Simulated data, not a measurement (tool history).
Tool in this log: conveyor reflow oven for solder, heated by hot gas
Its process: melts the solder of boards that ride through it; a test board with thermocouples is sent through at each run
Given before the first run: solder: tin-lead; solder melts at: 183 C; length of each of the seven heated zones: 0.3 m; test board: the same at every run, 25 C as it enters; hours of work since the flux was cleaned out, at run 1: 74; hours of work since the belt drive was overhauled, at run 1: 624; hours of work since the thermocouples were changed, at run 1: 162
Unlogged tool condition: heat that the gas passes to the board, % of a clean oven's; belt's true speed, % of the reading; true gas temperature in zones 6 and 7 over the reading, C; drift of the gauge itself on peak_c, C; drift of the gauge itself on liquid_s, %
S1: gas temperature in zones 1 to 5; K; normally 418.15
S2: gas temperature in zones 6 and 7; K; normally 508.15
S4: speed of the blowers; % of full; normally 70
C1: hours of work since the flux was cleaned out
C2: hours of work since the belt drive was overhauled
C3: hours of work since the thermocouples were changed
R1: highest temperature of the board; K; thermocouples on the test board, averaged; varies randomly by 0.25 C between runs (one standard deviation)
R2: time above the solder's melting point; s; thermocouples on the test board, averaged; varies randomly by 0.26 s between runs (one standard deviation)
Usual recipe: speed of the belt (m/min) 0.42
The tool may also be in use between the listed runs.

{"run": 1, "hour": 0.0, "S1": 418.15, "S2": 508.15, "speed of the belt (m/min)": 0.42, "S4": 70, "C1": 74, "C2": 624, "C3": 162, "R1": 490.75, "R2": 66.8}
{"run": 2, "hour": 11.9, "S1": 418.15, "S2": 516.15, "speed of the belt (m/min)": 0.42, "S4": 70, "C1": 81, "C2": 631, "C3": 169, "R1": 497.35, "R2": 72.3}
{"run": 3, "hour": 21.9, "S1": 418.15, "S2": 516.15, "speed of the belt (m/min)": 0.42, "S4": 70, "C1": 86, "C2": 637, "C3": 175, "R1": 497.35, "R2": 72.2}
{"run": 4, "hour": 31.3, "S1": 418.15, "S2": 502.15, "speed of the belt (m/min)": 0.42, "S4": 70, "C1": 92, "C2": 642, "C3": 180, "R1": 485.55, "R2": 62.6}
{"run": 5, "hour": 38.9, "S1": 418.15, "S2": 502.15, "speed of the belt (m/min)": 0.42, "S4": 70, "C1": 96, "C2": 646, "C3": 184, "R1": 485.05, "R2": 61.9}
{"run": 6, "hour": 52.0, "S1": 418.15, "S2": 502.15, "speed of the belt (m/min)": 0.42, "S4": 70, "C1": 103, "C2": 653, "C3": 191, "R1": 485.05, "R2": 62.1}
{"run": 7, "hour": 64.9, "S1": 418.15, "S2": 502.15, "speed of the belt (m/min)": 0.42, "S4": 70, "C1": 110, "C2": 661, "C3": 199, "R1": 485.15, "R2": 62.1}
{"run": 8, "hour": 73.7, "S1": 418.15, "S2": 501.15, "speed of the belt (m/min)": 0.42, "S4": 70, "C1": 115, "C2": 666, "C3": 204, "R1": 484.55, "R2": 61.5}
{"run": 9, "hour": 85.8, "S1": 418.15, "S2": 508.15, "speed of the belt (m/min)": 0.42, "S4": 70, "C1": 122, "C2": 672, "C3": 210, "R1": 490.45, "R2": 66.8}
{"run": 10, "hour": 94.7, "S1": 422.15, "S2": 508.15, "speed of the belt (m/min)": 0.42, "S4": 70, "C1": 127, "C2": 677, "C3": 215, "R1": 491.45, "R2": 69.7}
{"run": 11, "hour": 103.5, "S1": 418.15, "S2": 508.15, "speed of the belt (m/min)": 0.42, "S4": 70, "C1": 132, "C2": 682, "C3": 220, "R1": 490.05, "R2": 66.8}
{"run": 12, "hour": 115.1, "S1": 418.15, "S2": 496.15, "speed of the belt (m/min)": 0.42, "S4": 70, "C1": 138, "C2": 689, "C3": 227, "R1": 480.45, "R2": 56.1}
{"run": 13, "hour": 128.1, "S1": 418.15, "S2": 496.15, "speed of the belt (m/min)": 0.42, "S4": 70, "C1": 146, "C2": 696, "C3": 234, "R1": 480.25, "R2": 56.3}
{"run": 14, "hour": 135.9, "S1": 418.15, "S2": 496.15, "speed of the belt (m/min)": 0.42, "S4": 70, "C1": 150, "C2": 700, "C3": 238, "R1": 479.75, "R2": 55.9}
{"hour": 144.2, "done": "belt drive overhauled, speed set with a stopwatch"}
{"run": 15, "hour": 151.4, "S1": 421.15, "S2": 496.15, "speed of the belt (m/min)": 0.428, "S4": 70, "C1": 156, "C2": 4, "C3": 245, "R1": 480.25, "R2": 56.3}
{"run": 16, "hour": 162.9, "S1": 418.15, "S2": 515.15, "speed of the belt (m/min)": 0.42, "S4": 70, "C1": 163, "C2": 10, "C3": 251, "R1": 495.65, "R2": 70.6}
{"run": 17, "hour": 173.2, "S1": 430.15, "S2": 511.15, "speed of the belt (m/min)": 0.476, "S4": 66, "C1": 169, "C2": 16, "C3": 257, "R1": 490.05, "R2": 62.4}
{"run": 18, "hour": 185.2, "S1": 430.15, "S2": 511.15, "speed of the belt (m/min)": 0.476, "S4": 66, "C1": 175, "C2": 23, "C3": 264, "R1": 489.95, "R2": 62.4}
{"run": 19, "hour": 197.1, "S1": 412.15, "S2": 506.15, "speed of the belt (m/min)": 0.357, "S4": 80, "C1": 182, "C2": 30, "C3": 270, "R1": 493.25, "R2": 79.7}
{"run": 20, "hour": 205.6, "S1": 412.15, "S2": 506.15, "speed of the belt (m/min)": 0.357, "S4": 80, "C1": 187, "C2": 34, "C3": 275, "R1": 493.65, "R2": 79.5}
{"run": 21, "hour": 216.3, "S1": 412.15, "S2": 506.15, "speed of the belt (m/min)": 0.479, "S4": 75, "C1": 193, "C2": 40, "C3": 281, "R1": 482.85, "R2": 47.9}
{"run": 22, "hour": 222.7, "S1": 412.15, "S2": 522.15, "speed of the belt (m/min)": 0.479, "S4": 75, "C1": 196, "C2": 44, "C3": 285, "R1": 496.05, "R2": 59.4}
{"run": 23, "hour": 231.8, "S1": 412.15, "S2": 522.15, "speed of the belt (m/min)": 0.479, "S4": 75, "C1": 201, "C2": 49, "C3": 290, "R1": 495.95, "R2": 59.4}
{"run": 24, "hour": 237.8, "S1": 418.15, "S2": 508.15, "speed of the belt (m/min)": 0.42, "S4": 58, "C1": 205, "C2": 52, "C3": 293, "R1": 487.35, "R2": 62.7}
{"run": 25, "hour": 250.7, "S1": 418.15, "S2": 508.15, "speed of the belt (m/min)": 0.42, "S4": 58, "C1": 212, "C2": 60, "C3": 300, "R1": 487.15, "R2": 63}
{"run": 26, "hour": 259.5, "S1": 418.15, "S2": 518.15, "speed of the belt (m/min)": 0.42, "S4": 72, "C1": 217, "C2": 64, "C3": 305, "R1": 498.25, "R2": 72.7}
{"run": 27, "hour": 267.8, "S1": 433.15, "S2": 518.15, "speed of the belt (m/min)": 0.42, "S4": 72, "C1": 222, "C2": 69, "C3": 310, "R1": 500.95, "R2": 81.9}
{"run": 28, "hour": 280.0, "S1": 433.15, "S2": 496.15, "speed of the belt (m/min)": 0.481, "S4": 72, "C1": 228, "C2": 76, "C3": 317, "R1": 479.05, "R2": 53.8}

Pick out some run-to-run changes in R1. Of each, how much would a tool without hidden state show as well, from the settings, what came in and chance, and how much is left for the hidden state and any gauge scatter not in both results compared?
Run 15 -> 16: S1 421.15 -> 418.15, S2 496.15 -> 515.15, speed of the belt (m/min) 0.428 -> 0.42. R1 +15.4 K: hidden state -0.3, all else +15.7.
Run 20 -> 21: speed of the belt (m/min) 0.357 -> 0.479, S4 80 -> 75. R1 -10.8 K: hidden state -0.8, all else -10.
Run 23 -> 24: S1 412.15 -> 418.15, S2 522.15 -> 508.15, speed of the belt (m/min) 0.479 -> 0.42, S4 75 -> 58. R1 -8.6 K: hidden state +0.8, all else -9.4.
Run 27 -> 28: S2 518.15 -> 496.15, speed of the belt (m/min) 0.42 -> 0.481. R1 -21.9 K: hidden state +0, all else -21.9.
